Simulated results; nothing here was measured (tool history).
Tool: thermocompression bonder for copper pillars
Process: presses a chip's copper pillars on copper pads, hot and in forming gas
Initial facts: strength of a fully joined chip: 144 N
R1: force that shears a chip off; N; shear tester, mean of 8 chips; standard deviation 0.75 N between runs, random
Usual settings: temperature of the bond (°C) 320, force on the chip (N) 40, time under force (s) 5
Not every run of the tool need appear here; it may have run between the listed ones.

{"run": 1, "hour": 0.0, "temperature of the bond (°C)": 320, "force on the chip (N)": 40, "time under force (s)": 5, "R1": 55.6}
{"run": 2, "hour": 6.7, "temperature of the bond (°C)": 340, "force on the chip (N)": 40, "time under force (s)": 5, "R1": 68.7}
{"run": 3, "hour": 13.5, "temperature of the bond (°C)": 320, "force on the chip (N)": 40, "time under force (s)": 14, "R1": 80.5}
{"run": 4, "hour": 19.2, "temperature of the bond (°C)": 343, "force on the chip (N)": 40, "time under force (s)": 14, "R1": 98.1}
{"run": 5, "hour": 24.5, "temperature of the bond (°C)": 348, "force on the chip (N)": 40, "time under force (s)": 5, "R1": 74.9}
{"run": 6, "hour": 32.0, "temperature of the bond (°C)": 320, "force on the chip (N)": 40, "time under force (s)": 12, "R1": 77.8}
{"run": 7, "hour": 37.0, "temperature of the bond (°C)": 320, "force on the chip (N)": 40, "time under force (s)": 12, "R1": 74.8}
{"run": 8, "hour": 44.8, "temperature of the bond (°C)": 320, "force on the chip (N)": 40, "time under force (s)": 12, "R1": 76.1}
{"run": 9, "hour": 51.7, "temperature of the bond (°C)": 320, "force on the chip (N)": 40, "time under force (s)": 12, "R1": 75.3}
{"run": 10, "hour": 58.1, "temperature of the bond (°C)": 320, "force on the chip (N)": 33, "time under force (s)": 7, "R1": 57.0}
{"run": 11, "hour": 63.4, "temperature of the bond (°C)": 320, "force on the chip (N)": 33, "time under force (s)": 7, "R1": 56.9}
{"run": 12, "hour": 72.1, "temperature of the bond (°C)": 320, "force on the chip (N)": 33, "time under force (s)": 6, "R1": 54.0}
{"run": 13, "hour": 81.4, "temperature of the bond (°C)": 301, "force on the chip (N)": 47, "time under force (s)": 6, "R1": 52.9}
{"run": 14, "hour": 85.9, "temperature of the bond (°C)": 339, "force on the chip (N)": 46, "time under force (s)": 6, "R1": 77.9}

Expected results for the next run?
{"run": 15, "hour": 90.5, "temperature of the bond (°C)": 290, "force on the chip (N)": 48, "time under force (s)": 12, "R1": "?"}

{"run 15": {"R1": 59.0}}
If the tool had no hidden condition, the same run with the same run-to-run variation would have returned R1 59.3 N.
